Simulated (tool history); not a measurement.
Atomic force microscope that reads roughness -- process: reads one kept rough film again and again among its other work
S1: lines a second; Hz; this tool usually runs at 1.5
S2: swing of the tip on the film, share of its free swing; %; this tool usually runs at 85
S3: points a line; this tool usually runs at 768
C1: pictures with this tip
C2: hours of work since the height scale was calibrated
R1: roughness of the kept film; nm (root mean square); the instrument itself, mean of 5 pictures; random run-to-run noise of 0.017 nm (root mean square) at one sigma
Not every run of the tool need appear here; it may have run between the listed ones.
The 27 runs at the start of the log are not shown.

run,hour,S1,S2,S3,C1,C2,R1
28,773.2,2.85,82,850,249,775,2.7
29,798.1,1.5,88,341,279,789,2.739
# hour 810.8: new tip fitted
30,832.6,2.95,88,341,26,809,3.286
# hour 835.8: height scale calibrated on a step standard
31,862.1,1.72,88,440,59,15,3.575
32,896.2,1.72,60,440,99,34,3.944
# hour 907.7: height scale calibrated on a step standard, once more
33,927.5,0.81,86,575,135,11,3.663
34,958.3,0.81,86,575,172,29,3.494
35,990.7,0.72,61,326,210,47,3.579
36,1010.2,0.72,61,326,233,58,3.47
37,1041.2,1.47,77,750,269,76,3.069
# hour 1059.8: new tip fitted
38,1069.9,1.47,77,750,12,92,4.249
39,1104,1.47,77,750,52,112,4.017
40,1141,1.5,60,768,96,133,4.051
41,1161.8,1.5,82,621,120,145,3.558
42,1189.7,1.63,67,773,153,161,3.661
43,1228.8,1.35,85,963,199,183,3.228

Forecast each of these 4 alternatives for the next run:
A,1244.9,3.28,59,963,218,192,?
B,1244.9,1.37,62,398,218,192,?
C,1244.9,2.8,74,291,218,192,?
D,1244.9,0.77,85,495,218,192,?

run,R1
A,3.35
B,3.449
C,3.064
D,3.332
Without the tool's hidden state the same runs would have given:
run,R1
A,4.491
B,4.625
C,4.109
D,4.469
